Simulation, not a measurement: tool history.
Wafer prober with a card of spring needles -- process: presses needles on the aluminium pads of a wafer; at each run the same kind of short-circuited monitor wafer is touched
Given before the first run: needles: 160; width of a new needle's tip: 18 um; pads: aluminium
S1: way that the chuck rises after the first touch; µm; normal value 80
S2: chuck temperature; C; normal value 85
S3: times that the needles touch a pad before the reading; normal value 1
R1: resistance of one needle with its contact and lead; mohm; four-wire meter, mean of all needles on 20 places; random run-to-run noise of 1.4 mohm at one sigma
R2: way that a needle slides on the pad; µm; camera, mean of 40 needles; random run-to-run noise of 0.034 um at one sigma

Run 1, hour 0.0: usual settings. Result: R1 138 mohm, R2 19.70 µm.
At hour 10.7: tips cleaned on abrasive film.
At hour 25.5: tips cleaned on abrasive film.
Run 2, hour 31.2: usual settings but S2 33 C. Result: R1 135 mohm, R2 19.68 µm.
At hour 39.4: tips cleaned on abrasive film.
At hour 55.1: tips cleaned on abrasive film.
Run 3, hour 56.1: usual settings but S2 33 C. Result: R1 125 mohm, R2 19.72 µm.
At hour 69.5: tips cleaned on abrasive film.
At hour 69.8: height of the first contact set anew.
At hour 83.3: tips cleaned on abrasive film.
Run 4, hour 87.8: usual settings but S2 33 C. Result: R1 130 mohm, R2 19.88 µm.
At hour 99.2: tips cleaned on abrasive film.
At hour 113.5: tips cleaned on abrasive film.
Run 5, hour 122.8: usual settings but S2 33 C. Result: R1 138 mohm, R2 19.88 µm.
At hour 129.3: tips cleaned on abrasive film.
At hour 145.3: tips cleaned on abrasive film.
At hour 160.2: tips cleaned on abrasive film.
Run 6, hour 166.1: usual settings but S2 33 C. Result: R1 131 mohm, R2 19.81 µm.
At hour 175.7: tips cleaned on abrasive film.
At hour 189.6: tips cleaned on abrasive film.
At hour 203.9: tips cleaned on abrasive film.
Run 7, hour 205.2: usual settings. Result: R1 133 mohm, R2 19.79 µm.
At hour 220.3: tips cleaned on abrasive film.
Run 8, hour 229.8: usual settings but S1 77 µm. Result: R1 145 mohm, R2 19.07 µm.
At hour 235.5: tips cleaned on abrasive film.
At hour 251.4: tips cleaned on abrasive film.
At hour 265.5: tips cleaned on abrasive film.
Run 9, hour 266.0: usual settings but S1 77 µm. Result: R1 130 mohm, R2 18.99 µm.
At hour 280.0: tips cleaned on abrasive film.
At hour 296.0: tips cleaned on abrasive film.
At hour 310.4: tips cleaned on abrasive film.
Run 10, hour 310.4: usual settings but S1 77 µm. Result: R1 127 mohm, R2 18.98 µm.
At hour 325.5: tips cleaned on abrasive film.
At hour 339.7: tips cleaned on abrasive film.
At hour 354.6: tips cleaned on abrasive film.
Run 11, hour 354.6: usual settings but S1 77 µm. Result: R1 131 mohm, R2 18.97 µm.
At hour 370.4: tips cleaned on abrasive film.
At hour 376.3: height of the first contact set anew.
Run 12, hour 383.5: usual settings but S3 2. Result: R1 140 mohm, R2 19.89 µm.
At hour 385.5: tips cleaned on abrasive film.
At hour 400.1: tips cleaned on abrasive film.
At hour 414.3: tips cleaned on abrasive film.
Run 13, hour 422.9: usual settings but S3 2. Result: R1 138 mohm, R2 19.84 µm.
At hour 429.7: tips cleaned on abrasive film.
At hour 444.8: tips cleaned on abrasive film.
At hour 459.2: tips cleaned on abrasive film.
Run 14, hour 460.9: usual settings but S3 2. Result: R1 130 mohm, R2 19.89 µm.
At hour 473.5: tips cleaned on abrasive film.
At hour 488.4: tips cleaned on abrasive film.
Run 15, hour 490.0: usual settings. Result: R1 131 mohm, R2 19.75 µm.
At hour 503.2: tips cleaned on abrasive film.
At hour 517.4: tips cleaned on abrasive film.
Run 16, hour 523.8: usual settings but S1 65 µm, S2 29 C. Result: R1 144 mohm, R2 16.11 µm.
At hour 533.9: tips cleaned on abrasive film.
Run 17, hour 546.1: usual settings but S1 97 µm, S2 104 C, S3 2. Result: R1 139 mohm, R2 24.07 µm.
At hour 549.2: tips cleaned on abrasive film.
At hour 564.9: tips cleaned on abrasive film.
At hour 580.4: tips cleaned on abrasive film.
Run 18, hour 590.0: usual settings but S1 88 µm, S2 30 C, S3 2. Result: R1 130 mohm, R2 21.73 µm.
At hour 595.8: tips cleaned on abrasive film.
At hour 610.9: tips cleaned on abrasive film.
Run 19, hour 610.9: usual settings but S1 88 µm, S2 26 C, S3 2. Result: R1 120 mohm, R2 21.76 µm.
At hour 626.6: tips cleaned on abrasive film.
Run 20, hour 629.6: usual settings but S1 96 µm, S3 2. Result: R1 127 mohm, R2 23.64 µm.
At hour 641.5: tips cleaned on abrasive film.
At hour 657.5: tips cleaned on abrasive film.
Run 21, hour 666.3: usual settings but S1 96 µm, S2 94 C. Result: R1 141 mohm, R2 23.70 µm.
At hour 672.5: tips cleaned on abrasive film.
At hour 683.9: height of the first contact set anew.
Run 22, hour 685.2: usual settings but S1 66 µm, S3 3. Result: R1 145 mohm, R2 16.37 µm.
At hour 688.7: tips cleaned on abrasive film.
At hour 704.0: tips cleaned on abrasive film.
At hour 717.9: tips cleaned on abrasive film.
Run 23, hour 719.7: usual settings but S2 35 C, S3 3. Result: R1 124 mohm, R2 19.85 µm.
At hour 733.4: tips cleaned on abrasive film.
At hour 748.6: tips cleaned on abrasive film.
At hour 762.6: tips cleaned on abrasive film.
Run 24, hour 762.6: usual settings but S2 43 C. Result: R1 125 mohm, R2 19.76 µm.
At hour 778.8: tips cleaned on abrasive film.
At hour 794.7: tips cleaned on abrasive film.
Run 25, hour 807.6: usual settings but S1 90 µm, S3 2. Result: R1 136 mohm, R2 22.38 µm.
At hour 811.0: tips cleaned on abrasive film.
At hour 825.7: tips cleaned on abrasive film.
Run 26, hour 834.3: usual settings but S1 90 µm, S3 2. Result: R1 134 mohm, R2 22.31 µm.
At hour 839.6: tips cleaned on abrasive film.
At hour 853.9: tips cleaned on abrasive film.
Run 27, hour 861.1: usual settings but S1 90 µm, S3 2. Result: R1 134 mohm, R2 22.31 µm.
At hour 869.4: tips cleaned on abrasive film.
At hour 883.2: tips cleaned on abrasive film.
Run 28, hour 883.2: usual settings but S1 97 µm, S2 118 C. Result: R1 129 mohm, R2 24.09 µm.

Alternative continuations, all from the tool just after run 28; predict every row:
At hour 898.4: tips cleaned on abrasive film.
At hour 912.6: tips cleaned on abrasive film.
Run A, hour 916.2: usual settings. Result: R1 ?, R2 ?.
At hour 898.4: tips cleaned on abrasive film.
At hour 912.6: tips cleaned on abrasive film.
Run B, hour 916.2: usual settings but S1 66 µm, S2 118 C. Result: R1 ?, R2 ?.
At hour 898.4: tips cleaned on abrasive film.
At hour 912.6: tips cleaned on abrasive film.
Run C, hour 916.2: usual settings but S1 86 µm, S2 118 C. Result: R1 ?, R2 ?.
At hour 898.4: tips cleaned on abrasive film.
At hour 912.6: tips cleaned on abrasive film.
Run D, hour 916.2: usual settings but S1 78 µm, S2 98 C. Result: R1 ?, R2 ?.
At hour 898.4: tips cleaned on abrasive film.
At hour 912.6: tips cleaned on abrasive film.
Run E, hour 916.2: usual settings but S1 65 µm. Result: R1 ?, R2 ?.

run   R1     R2
  A  138  19.85
  B  151  16.29
  C  139  21.27
  D  141  19.28
  E  148  16.00
With the hidden condition removed and each run's random variation left untouched, the same runs would have given:
run   R1     R2
  A  126  19.99
  B  134  16.43
  C  128  21.41
  D  128  19.42
  E  129  16.15
